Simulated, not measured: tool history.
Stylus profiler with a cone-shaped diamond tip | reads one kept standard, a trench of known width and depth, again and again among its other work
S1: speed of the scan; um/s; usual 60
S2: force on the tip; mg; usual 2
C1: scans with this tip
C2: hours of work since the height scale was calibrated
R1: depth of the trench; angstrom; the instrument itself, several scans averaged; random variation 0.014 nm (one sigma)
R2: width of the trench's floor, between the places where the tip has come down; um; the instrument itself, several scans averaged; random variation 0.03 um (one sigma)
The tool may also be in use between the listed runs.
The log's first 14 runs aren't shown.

run    hour   S1    S2     C1    C2      R1     R2
 15   574.9   60     2  10047   987  2031.8  27.41
 16   628.9   60     2  10277  1010    2032   27.4
 17   660.4   60     2  10411  1023  2031.9  27.33
 18   699.2   60     2  10577  1039  2032.6  27.37
 19   736.3   61  2.06  10735  1055    2033  27.33
 20   774.6   74  1.42  10898  1071  2026.6  27.27
 21   799.9   74  1.42  11005  1082  2026.3  27.21
 22     849   86  4.74  11215  1102  2054.7   27.4
 23     901   86  2.16  11436  1124  2033.8  27.24
 24   930.6   46  5.06  11563  1136  2057.3  27.45
 25   979.3   18   4.9  11770  1157  2056.4  27.51
 26  1023.3   26  5.74  11958  1175  2062.1  27.49
     1041.7  -- height scale calibrated on a step standard
 27  1079.5   59  2.06  12195    16  2029.2  27.28
 28  1121.5   56   3.7  12374    33  2043.4  27.28
 29  1150.8  156  0.92  12499    46  2017.1  26.57
 30  1204.2  197  4.04  12726    68    2046   26.9
 31    1261  197  4.04  12968    92    2046  26.92
 32  1318.8  197  4.04  13215   116  2046.1  26.91
 33  1373.3  197  0.94  13447   139  2017.5  26.21
 34  1430.3   64   1.5  13690   163  2023.7  27.17
 35  1468.1   64   1.5  13851   179  2023.9   27.1

Forecast each of these 3 alternatives for the next run:
  A  1503.4   64  3.63  14001  193   ?   ?
  B  1503.4  164  0.99  14001  193   ?   ?
  C  1503.4  190  1.72  14001  193   ?   ?

run      R1     R2
  A  2043.2  27.22
  B  2018.2  26.45
  C  2026.5  26.57
Without the tool's hidden state the same runs would have given:
run      R1     R2
  A    2043  28.04
  B    2018  27.26
  C  2026.3  27.38
